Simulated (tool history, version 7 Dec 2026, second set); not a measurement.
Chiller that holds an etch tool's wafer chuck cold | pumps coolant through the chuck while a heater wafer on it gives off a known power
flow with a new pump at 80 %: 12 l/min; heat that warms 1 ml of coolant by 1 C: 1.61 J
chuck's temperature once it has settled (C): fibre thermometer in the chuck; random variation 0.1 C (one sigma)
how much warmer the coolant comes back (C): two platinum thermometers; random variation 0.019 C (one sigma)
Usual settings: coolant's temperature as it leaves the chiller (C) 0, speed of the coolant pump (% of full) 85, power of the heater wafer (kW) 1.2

run	day	coolant's temperature as it leaves the chiller (C)	speed of the coolant pump (% of full)	power of the heater wafer (kW)	chuck's temperature once it has settled (C)	how much warmer the coolant comes back (C)
1	0	0	85	1.2	10.1	3.55
2	3.242	0	85	1.2	10.2	3.57
3	6.088	0	85	1.2	10.1	3.57
4	12.454	0	85	1.2	10.3	3.6
5	18.721	0	85	1.2	10.3	3.62
6	24.654	0	85	1.2	10.5	3.58
# day 27.625: chiller's thermometer calibrated
7	28	0	85	1.2	10.4	3.6
8	31.042	0	85	1.2	10.6	3.58
# day 37.65: coolant changed, channels flushed
9	37.942	0	85	1.2	8.6	3.64
10	41.767	0	88	0.7	4.6	2.04
11	47.583	0	90	1.474	10.1	4.18
12	52.858	0	90	1.474	10.1	4.21
# day 55.5: chiller's thermometer calibrated, once more
13	55.808	0	63	1.709	16.6	6.93
14	62.1	5	66	1.2	16.3	4.66
15	68.454	5	66	1.2	16.5	4.67
16	73.408	0	89	1.2	8.9	3.45

Forecast each of these 3 alternatives for the next run:
A	79.3	-6	85	1.2	?	?
B	79.3	-9	79	0.797	?	?
C	79.3	-7	91	1.2	?	?

run	chuck's temperature once it has settled (C)	how much warmer the coolant comes back (C)
A	3.5	3.63
B	-2.4	2.65
C	1.8	3.43
Without the tool's hidden state the same runs would have given:
run	chuck's temperature once it has settled (C)	how much warmer the coolant comes back (C)
A	2.9	3.48
B	-2.8	2.54
C	1.2	3.28
